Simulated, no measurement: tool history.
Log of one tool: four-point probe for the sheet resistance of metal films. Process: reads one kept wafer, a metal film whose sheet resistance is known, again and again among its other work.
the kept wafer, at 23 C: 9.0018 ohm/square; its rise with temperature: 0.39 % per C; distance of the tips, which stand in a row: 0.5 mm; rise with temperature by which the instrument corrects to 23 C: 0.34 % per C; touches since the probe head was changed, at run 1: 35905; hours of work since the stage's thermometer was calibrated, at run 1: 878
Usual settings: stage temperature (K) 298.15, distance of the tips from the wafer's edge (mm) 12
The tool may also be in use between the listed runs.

run,day,stage temperature (K),distance of the tips from the wafer's edge (mm),touches since the probe head was changed,hours of work since the stage's thermometer was calibrated,sheet resistance as the instrument gives it (ohm/square)
1,0,298.15,12,35905,878,9.016945
2,1.4,298.15,12,37910,905,9.024079
3,2.088,298.15,12,38893,918,9.018729
4,2.712,298.15,12,39787,930,9.021265
5,3.742,298.15,12,41264,950,9.017878
6,5.067,298.15,12,43164,975,9.019093
7,6.008,298.15,12,44513,993,9.019174
8,7.371,298.15,12,46463,1019,9.020519
9,8.088,298.15,12,47486,1033,9.019345
10,9.342,298.15,12,49282,1057,9.023293
11,10.5,298.15,12,50944,1079,9.021072
12,11.421,298.15,12,52264,1096,9.019897
13,12.658,301.15,12,54034,1120,9.033785
14,13.425,301.15,12,55133,1135,9.031568
15,14.238,301.15,12,56298,1150,9.033517
16,15.133,301.15,12,57581,1167,9.030247
17,15.85,298.15,12,58604,1181,9.020944
18,16.992,298.15,12,60240,1203,9.019123
19,18.025,298.15,12,61721,1222,9.020067
20,19.396,298.15,12,63683,1249,9.018913
21,20.492,294.15,3,65254,1270,9.127371
22,21.188,294.15,3,66253,1283,9.124822
23,22.1,300.15,23,67558,1300,9.018656
24,23.2,307.15,12,69134,1321,9.057903
25,24.092,298.15,29,70411,1338,9.013
26,24.692,298.15,29,71271,1350,9.014218
27,25.821,302.15,4,72887,1371,9.104728
28,26.725,307.15,6,74182,1389,9.088043
29,27.467,292.15,12,75244,1403,8.990277
30,28.712,305.15,19,77029,1427,9.047802
31,30,305.15,19,78873,1451,9.045224
32,30.992,298.15,7,80290,1470,9.038201
33,32.312,304.15,5,82184,1495,9.084381
34,32.95,304.15,5,83096,1507,9.084041
35,34.146,305.15,15,84809,1530,9.048963
36,35.417,305.15,15,86631,1555,9.044094
37,36.312,301.15,15,87913,1572,9.030983
38,37.558,303.15,39,89697,1595,9.034752

Forecast each of these 3 alternatives for the next run:
A,38.362,303.15,39,90852,1611,?
B,38.362,291.15,45,90852,1611,?
C,38.362,292.15,56,90852,1611,?

run,sheet resistance as the instrument gives it (ohm/square)
A,9.030697
B,8.976135
C,8.985191
Without the tool's hidden state the same runs would have given:
run,sheet resistance as the instrument gives it (ohm/square)
A,9.031178
B,8.976618
C,8.985674
